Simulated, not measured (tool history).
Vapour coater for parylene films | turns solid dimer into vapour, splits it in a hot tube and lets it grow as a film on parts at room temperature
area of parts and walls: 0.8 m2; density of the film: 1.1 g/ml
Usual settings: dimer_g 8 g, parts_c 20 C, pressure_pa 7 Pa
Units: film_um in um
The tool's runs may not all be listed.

run,day,dimer_g,parts_c,pressure_pa,film_um
1,0,8,20,7,4.13
2,0.596,8,20,7,4.12
3,0.962,8,20,7,4.1
4,1.617,8,20,7,4.09
5,2.325,8,20,7,4.05
6,2.729,8,20,2.24,4.35
7,3.283,8,15,2.24,5.03
8,4.042,8,15,2.24,5.04
9,4.425,8,15,2.24,4.98
# day 5.421: trap's valve overhauled
10,5.421,8,15,2.24,5.83
11,5.908,7,15,2.24,5.1
12,6.629,7,17,11.1,4.23
# day 6.712: table's thermometer calibrated
13,7.183,7,17,11.1,4.2
14,7.983,7,17,11.1,4.19
15,8.762,10,20,3.71,5.81
16,9.25,5,16,3,3.3
17,9.704,8,17,11.3,4.67

Forecast each of these 4 alternatives for the next run:
A,10.058,9,23,11.17,?
B,10.058,13,14,11.3,?
C,10.058,8,16,11.3,?
D,10.058,5,15,6.85,?

run,film_um
A,4.42
B,8.3
C,4.78
D,3.22
Without the tool's hidden state the same runs would have given:
run,film_um
A,4.69
B,8.81
C,5.08
D,3.42
